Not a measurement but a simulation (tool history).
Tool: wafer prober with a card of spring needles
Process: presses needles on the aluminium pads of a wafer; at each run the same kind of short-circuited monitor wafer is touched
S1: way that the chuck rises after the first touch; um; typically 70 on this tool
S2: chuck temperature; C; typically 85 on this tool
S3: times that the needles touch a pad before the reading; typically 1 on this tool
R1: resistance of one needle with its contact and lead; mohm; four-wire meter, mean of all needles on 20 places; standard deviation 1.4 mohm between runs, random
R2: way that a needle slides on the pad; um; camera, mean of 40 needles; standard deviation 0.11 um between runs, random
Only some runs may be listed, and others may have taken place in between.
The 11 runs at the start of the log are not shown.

run,day,S1,S2,S3,R1,R2
# day 3.338: tips cleaned on abrasive film
12,3.562,70,85,2,138,18.26
# day 3.788: tips cleaned on abrasive film
13,3.938,70,85,2,132,18.12
# day 4.238: tips cleaned on abrasive film
14,4.279,70,85,2,131,18.34
15,4.667,70,85,2,139,18.15
# day 4.700: tips cleaned on abrasive film
16,5.071,70,61,2,135,18.08
# day 5.179: tips cleaned on abrasive film
17,5.279,70,63,1,132,18.33
18,5.617,58,32,3,129,15.21
# day 5.658: tips cleaned on abrasive film
19,5.833,68,32,3,125,17.68
20,6.050,68,32,3,127,17.67
# day 6.108: tips cleaned on abrasive film
21,6.233,51,86,2,138,13.02
22,6.496,84,29,2,129,21.91
# day 6.533: height of the first contact set anew
# day 6.571: tips cleaned on abrasive film
23,6.854,84,29,2,125,21.60
# day 7.025: tips cleaned on abrasive film
24,7.079,51,95,1,138,12.72
25,7.304,51,95,1,151,12.71
# day 7.492: tips cleaned on abrasive film
26,7.546,63,95,1,137,15.79
# day 7.617: height of the first contact set anew, once more
# day 7.954: tips cleaned on abrasive film
27,7.954,79,64,2,128,21.03
28,8.196,79,64,2,131,20.96
# day 8.404: tips cleaned on abrasive film
29,8.542,79,64,2,132,21.16
# day 8.867: tips cleaned on abrasive film
30,8.967,86,48,2,125,22.97
# day 9.321: tips cleaned on abrasive film
31,9.388,63,28,3,125,16.61
32,9.658,82,28,1,137,22.06
# day 9.788: tips cleaned on abrasive film
33,9.946,82,28,1,127,21.86

Alternative continuations, all from the tool just after run 33; predict every row:
A,10.217,68,27,2,?,?
B,10.217,60,68,2,?,?
C,10.217,62,28,2,?,?

run,R1,R2
A,133,17.93
B,135,16.12
C,130,16.51
Had the tool no hidden state, the same runs would have come out as:
run,R1,R2
A,125,18.02
B,126,16.21
C,122,16.60
